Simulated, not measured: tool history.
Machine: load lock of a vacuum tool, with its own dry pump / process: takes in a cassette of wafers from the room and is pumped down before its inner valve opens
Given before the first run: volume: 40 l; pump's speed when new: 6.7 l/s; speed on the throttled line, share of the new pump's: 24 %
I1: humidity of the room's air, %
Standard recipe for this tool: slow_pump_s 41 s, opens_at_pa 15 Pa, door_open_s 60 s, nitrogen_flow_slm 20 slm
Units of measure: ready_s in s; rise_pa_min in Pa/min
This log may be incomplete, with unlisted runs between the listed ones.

Run 1, hour 0: usual settings; I1 44.5. Result: ready_s 85.3 s, rise_pa_min 0.045 Pa/min.
Run 2, hour 178.6: usual settings; I1 44.7. Result: ready_s 85 s, rise_pa_min 0.044 Pa/min.
Run 3, hour 315.8: usual settings but opens_at_pa 14 Pa; I1 44.4. Result: ready_s 85.8 s, rise_pa_min 0.042 Pa/min.
Run 4, hour 541.6: usual settings but opens_at_pa 14 Pa; I1 46. Result: ready_s 85.7 s, rise_pa_min 0.046 Pa/min.
Run 5, hour 729.6: usual settings but opens_at_pa 16 Pa; I1 43.8. Result: ready_s 84.8 s, rise_pa_min 0.049 Pa/min.
Run 6, hour 828.5: usual settings but opens_at_pa 16 Pa; I1 46.5. Result: ready_s 84.7 s, rise_pa_min 0.046 Pa/min.
Run 7, hour 928.9: usual settings but slow_pump_s 30 s, opens_at_pa 10 Pa, door_open_s 39 s, nitrogen_flow_slm 44 slm; I1 43. Result: ready_s 79.4 s, rise_pa_min 0.044 Pa/min.
Run 8, hour 1078: usual settings but slow_pump_s 30 s, opens_at_pa 10 Pa, door_open_s 39 s, nitrogen_flow_slm 44 slm; I1 47.8. Result: ready_s 79.3 s, rise_pa_min 0.046 Pa/min.
Run 9, hour 1235: usual settings but slow_pump_s 34 s, opens_at_pa 14 Pa, door_open_s 140 s, nitrogen_flow_slm 10 slm; I1 43.7. Result: ready_s 80.4 s, rise_pa_min 0.068 Pa/min.
Run 10, hour 1441.5: usual settings but slow_pump_s 42 s, opens_at_pa 14 Pa, door_open_s 235 s, nitrogen_flow_slm 10 slm; I1 42.6. Result: ready_s 86.1 s, rise_pa_min 0.079 Pa/min.
Run 11, hour 1574: usual settings but slow_pump_s 73 s, opens_at_pa 16 Pa, door_open_s 26 s, nitrogen_flow_slm 24 slm; I1 44.4. Result: ready_s 108.4 s, rise_pa_min 0.051 Pa/min.
Run 12, hour 1785.9: usual settings but slow_pump_s 37 s, opens_at_pa 14 Pa, door_open_s 164 s, nitrogen_flow_slm 39 slm; I1 43.4. Result: ready_s 82.6 s, rise_pa_min 0.059 Pa/min.

Alternative continuations, all from the tool just after run 12; predict every row:
Run A, hour 1891.4: usual settings but slow_pump_s 37 s, opens_at_pa 14 Pa, door_open_s 77 s, nitrogen_flow_slm 5 slm; I1 43.5. Result: ready_s ?, rise_pa_min ?.
Run B, hour 1891.4: usual settings but slow_pump_s 26 s, opens_at_pa 27 Pa, nitrogen_flow_slm 31 slm; I1 47. Result: ready_s ?, rise_pa_min ?.
Run C, hour 1891.4: usual settings but slow_pump_s 44 s, opens_at_pa 14 Pa, door_open_s 164 s, nitrogen_flow_slm 23 slm; I1 43.3. Result: ready_s ?, rise_pa_min ?.

run  ready_s  rise_pa_min
  A     82.8        0.072
  B     70.3        0.056
  C     87.9        0.071
Without the tool's hidden state the same runs would have given:
run  ready_s  rise_pa_min
  A     81.7        0.034
  B     69.2        0.018
  C     86.8        0.033
